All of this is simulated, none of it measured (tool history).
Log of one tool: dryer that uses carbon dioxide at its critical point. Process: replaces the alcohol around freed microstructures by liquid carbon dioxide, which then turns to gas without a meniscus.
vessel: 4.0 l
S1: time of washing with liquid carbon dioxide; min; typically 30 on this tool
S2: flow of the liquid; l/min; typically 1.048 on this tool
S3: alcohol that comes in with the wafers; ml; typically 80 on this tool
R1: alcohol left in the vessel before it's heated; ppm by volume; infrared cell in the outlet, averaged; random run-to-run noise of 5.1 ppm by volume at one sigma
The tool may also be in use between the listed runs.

| run | hour | S1 | S2 | S3 | R1 |
|---|---|---|---|---|---|
| 1 | 0.0 | 30 | 1.048 | 80 | 321 |
| 2 | 45.0 | 30 | 1.048 | 80 | 352 |
| 3 | 83.5 | 30 | 1.048 | 80 | 360 |
|  | 100.4 | inlet filter changed |
| 4 | 130.4 | 30 | 1.048 | 80 | 272 |
| 5 | 179.7 | 30 | 1.048 | 80 | 314 |
| 6 | 225.1 | 30 | 1.048 | 34 | 255 |
| 7 | 282.4 | 30 | 1.160 | 88 | 294 |
| 8 | 321.0 | 30 | 1.160 | 88 | 323 |
|  | 343.0 | purifier's bed changed |
| 9 | 362.0 | 30 | 1.160 | 88 | 79 |
| 10 | 409.1 | 34 | 1.048 | 80 | 87 |
| 11 | 435.8 | 34 | 1.048 | 80 | 101 |

Run 12 comes next. What will it give?
| 12 | 474.1 | 34 | 1.048 | 80 | ? |

Run 12 produced R1 112 ppm by volume.
Had the tool carried no hidden state, the very same run would have given R1 45 ppm by volume.
